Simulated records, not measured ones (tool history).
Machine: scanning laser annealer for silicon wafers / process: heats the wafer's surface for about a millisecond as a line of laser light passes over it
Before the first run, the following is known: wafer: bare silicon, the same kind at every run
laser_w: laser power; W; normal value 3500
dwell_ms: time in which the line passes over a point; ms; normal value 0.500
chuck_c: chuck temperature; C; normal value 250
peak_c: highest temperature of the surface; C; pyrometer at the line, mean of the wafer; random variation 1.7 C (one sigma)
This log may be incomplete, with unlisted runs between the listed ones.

run 1 hour=0.0 | laser_w=3500 dwell_ms=0.500 chuck_c=250 | peak_c=1006
run 2 hour=15.0 | laser_w=3500 dwell_ms=0.500 chuck_c=250 | peak_c=1010
run 3 hour=23.4 | laser_w=3500 dwell_ms=0.497 chuck_c=250 | peak_c=1008
run 4 hour=37.5 | laser_w=3500 dwell_ms=0.500 chuck_c=250 | peak_c=1013
run 5 hour=51.4 | laser_w=3500 dwell_ms=0.500 chuck_c=288 | peak_c=1050
run 6 hour=64.5 | laser_w=3500 dwell_ms=0.500 chuck_c=288 | peak_c=1048
run 7 hour=71.3 | laser_w=3500 dwell_ms=0.500 chuck_c=250 | peak_c=1009
run 8 hour=85.6 | laser_w=3500 dwell_ms=0.500 chuck_c=250 | peak_c=1012
run 9 hour=93.2 | laser_w=3500 dwell_ms=0.500 chuck_c=250 | peak_c=1012
run 10 hour=106.6 | laser_w=3500 dwell_ms=0.500 chuck_c=250 | peak_c=1010
run 11 hour=117.8 | laser_w=3500 dwell_ms=0.500 chuck_c=250 | peak_c=1010
run 12 hour=131.9 | laser_w=3500 dwell_ms=0.500 chuck_c=250 | peak_c=1009
run 13 hour=144.1 | laser_w=3500 dwell_ms=0.500 chuck_c=268 | peak_c=1029
run 14 hour=155.7 | laser_w=3500 dwell_ms=0.500 chuck_c=268 | peak_c=1028
run 15 hour=162.8 | laser_w=3500 dwell_ms=0.500 chuck_c=250 | peak_c=1013
run 16 hour=172.5 | laser_w=3500 dwell_ms=0.500 chuck_c=250 | peak_c=1011
run 17 hour=179.8 | laser_w=3500 dwell_ms=0.500 chuck_c=250 | peak_c=1012
run 18 hour=193.5 | laser_w=3500 dwell_ms=0.500 chuck_c=250 | peak_c=1008
run 19 hour=208.2 | laser_w=3500 dwell_ms=0.500 chuck_c=250 | peak_c=1012
run 20 hour=216.6 | laser_w=3500 dwell_ms=0.502 chuck_c=282 | peak_c=1044
run 21 hour=231.2 | laser_w=3459 dwell_ms=0.415 chuck_c=247 | peak_c=942
run 22 hour=241.7 | laser_w=3299 dwell_ms=0.500 chuck_c=283 | peak_c=1003
run 23 hour=250.8 | laser_w=3500 dwell_ms=0.585 chuck_c=212 | peak_c=1028
run 24 hour=260.0 | laser_w=3500 dwell_ms=0.585 chuck_c=212 | peak_c=1028
run 25 hour=270.7 | laser_w=3500 dwell_ms=0.585 chuck_c=212 | peak_c=1025
run 26 hour=284.5 | laser_w=3735 dwell_ms=0.514 chuck_c=220 | peak_c=1036
run 27 hour=294.5 | laser_w=3729 dwell_ms=0.610 chuck_c=220 | peak_c=1098
run 28 hour=303.2 | laser_w=3473 dwell_ms=0.500 chuck_c=286 | peak_c=1041
run 29 hour=316.2 | laser_w=3473 dwell_ms=0.500 chuck_c=286 | peak_c=1043
run 30 hour=324.1 | laser_w=3473 dwell_ms=0.500 chuck_c=286 | peak_c=1040
run 31 hour=337.2 | laser_w=3500 dwell_ms=0.546 chuck_c=250 | peak_c=1042
run 32 hour=351.7 | laser_w=3500 dwell_ms=0.546 chuck_c=250 | peak_c=1040
run 33 hour=360.0 | laser_w=3324 dwell_ms=0.546 chuck_c=249 | peak_c=1003
run 34 hour=368.6 | laser_w=3324 dwell_ms=0.546 chuck_c=249 | peak_c=1003
run 35 hour=379.9 | laser_w=3324 dwell_ms=0.443 chuck_c=249 | peak_c=936
run 36 hour=387.0 | laser_w=3037 dwell_ms=0.360 chuck_c=268 | peak_c=851
run 37 hour=402.4 | laser_w=3032 dwell_ms=0.516 chuck_c=253 | peak_c=933

Alternative continuations, all from the tool just after run 37; predict every row:
run A hour=417.5 | laser_w=3104 dwell_ms=0.516 chuck_c=240 | peak_c=?
run B hour=417.5 | laser_w=3827 dwell_ms=0.547 chuck_c=250 | peak_c=?
run C hour=417.5 | laser_w=3088 dwell_ms=0.516 chuck_c=240 | peak_c=?
run D hour=417.5 | laser_w=3747 dwell_ms=0.577 chuck_c=250 | peak_c=?
run E hour=417.5 | laser_w=3032 dwell_ms=0.516 chuck_c=263 | peak_c=?

run=A peak_c=930
run=B peak_c=1107
run=C peak_c=927
run=D peak_c=1113
run=E peak_c=940
Take away the tool's hidden state, keep each run's random variation, and the runs would have read:
run=A peak_c=931
run=B peak_c=1108
run=C peak_c=928
run=D peak_c=1114
run=E peak_c=940
